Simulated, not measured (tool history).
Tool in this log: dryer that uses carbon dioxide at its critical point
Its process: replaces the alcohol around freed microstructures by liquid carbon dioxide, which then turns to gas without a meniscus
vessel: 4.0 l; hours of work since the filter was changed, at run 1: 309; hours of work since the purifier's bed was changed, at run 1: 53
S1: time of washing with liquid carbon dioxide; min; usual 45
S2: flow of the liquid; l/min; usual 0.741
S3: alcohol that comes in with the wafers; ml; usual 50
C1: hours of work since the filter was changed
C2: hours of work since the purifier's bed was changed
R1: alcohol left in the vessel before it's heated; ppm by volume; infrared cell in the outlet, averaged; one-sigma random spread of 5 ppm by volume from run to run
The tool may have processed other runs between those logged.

{"run": 1, "hour": 0.0, "S1": 45, "S2": 0.741, "S3": 50, "C1": 309, "C2": 53, "R1": 27}
{"run": 2, "hour": 26.7, "S1": 45, "S2": 0.741, "S3": 50, "C1": 321, "C2": 65, "R1": 33}
{"run": 3, "hour": 44.8, "S1": 45, "S2": 0.741, "S3": 67, "C1": 329, "C2": 73, "R1": 41}
{"run": 4, "hour": 66.9, "S1": 45, "S2": 0.741, "S3": 50, "C1": 339, "C2": 83, "R1": 23}
{"run": 5, "hour": 83.7, "S1": 45, "S2": 0.741, "S3": 50, "C1": 346, "C2": 90, "R1": 27}
{"run": 6, "hour": 105.3, "S1": 45, "S2": 0.589, "S3": 50, "C1": 356, "C2": 100, "R1": 84}
{"run": 7, "hour": 126.4, "S1": 45, "S2": 0.589, "S3": 50, "C1": 365, "C2": 109, "R1": 82}
{"run": 8, "hour": 154.5, "S1": 45, "S2": 0.741, "S3": 50, "C1": 377, "C2": 122, "R1": 39}
{"run": 9, "hour": 179.1, "S1": 45, "S2": 0.741, "S3": 50, "C1": 388, "C2": 133, "R1": 30}
{"run": 10, "hour": 198.5, "S1": 45, "S2": 0.741, "S3": 50, "C1": 397, "C2": 141, "R1": 33}
{"run": 11, "hour": 219.7, "S1": 66, "S2": 0.741, "S3": 50, "C1": 406, "C2": 151, "R1": 33}
{"run": 12, "hour": 246.4, "S1": 66, "S2": 0.741, "S3": 49, "C1": 418, "C2": 163, "R1": 37}
{"run": 13, "hour": 279.6, "S1": 45, "S2": 0.741, "S3": 50, "C1": 433, "C2": 177, "R1": 50}
{"run": 14, "hour": 301.1, "S1": 45, "S2": 0.859, "S3": 50, "C1": 443, "C2": 187, "R1": 42}
{"run": 15, "hour": 324.1, "S1": 45, "S2": 0.859, "S3": 50, "C1": 453, "C2": 197, "R1": 34}
{"run": 16, "hour": 355.1, "S1": 45, "S2": 0.879, "S3": 50, "C1": 467, "C2": 211, "R1": 32}
{"run": 17, "hour": 379.6, "S1": 45, "S2": 0.879, "S3": 50, "C1": 477, "C2": 222, "R1": 41}
{"run": 18, "hour": 404.9, "S1": 46, "S2": 0.741, "S3": 50, "C1": 489, "C2": 233, "R1": 56}
{"run": 19, "hour": 433.1, "S1": 67, "S2": 0.838, "S3": 65, "C1": 501, "C2": 245, "R1": 35}
{"run": 20, "hour": 447.2, "S1": 53, "S2": 0.809, "S3": 35, "C1": 507, "C2": 252, "R1": 47}
{"run": 21, "hour": 477.6, "S1": 53, "S2": 0.809, "S3": 35, "C1": 521, "C2": 265, "R1": 51}
{"run": 22, "hour": 503.3, "S1": 45, "S2": 0.632, "S3": 70, "C1": 532, "C2": 277, "R1": 110}
{"run": 23, "hour": 526.1, "S1": 28, "S2": 0.752, "S3": 45, "C1": 542, "C2": 287, "R1": 242}
{"run": 24, "hour": 550.2, "S1": 45, "S2": 0.504, "S3": 118, "C1": 553, "C2": 297, "R1": 390}
{"run": 25, "hour": 574.4, "S1": 45, "S2": 0.864, "S3": 35, "C1": 564, "C2": 308, "R1": 55}
{"run": 26, "hour": 592.3, "S1": 54, "S2": 0.741, "S3": 23, "C1": 572, "C2": 316, "R1": 46}
{"run": 27, "hour": 610.8, "S1": 42, "S2": 0.862, "S3": 40, "C1": 580, "C2": 324, "R1": 59}
{"run": 28, "hour": 625.9, "S1": 42, "S2": 0.862, "S3": 40, "C1": 587, "C2": 331, "R1": 57}
{"hour": 634.4, "done": "inlet filter changed"}
{"run": 29, "hour": 658.9, "S1": 53, "S2": 0.501, "S3": 50, "C1": 11, "C2": 345, "R1": 100}
{"run": 30, "hour": 679.4, "S1": 53, "S2": 0.501, "S3": 50, "C1": 20, "C2": 354, "R1": 93}
{"run": 31, "hour": 698.4, "S1": 53, "S2": 0.609, "S3": 26, "C1": 28, "C2": 363, "R1": 66}
{"run": 32, "hour": 730.5, "S1": 39, "S2": 0.609, "S3": 66, "C1": 43, "C2": 377, "R1": 169}
{"run": 33, "hour": 757.2, "S1": 30, "S2": 1.159, "S3": 25, "C1": 55, "C2": 389, "R1": 73}

For run 34, what comes out?
{"run": 34, "hour": 778.0, "S1": 30, "S2": 1.159, "S3": 25, "C1": 64, "C2": 398, "R1": "?"}

R1: 65 ppm by volume
With no hidden state in the tool, this same run would have given R1 7 ppm by volume.
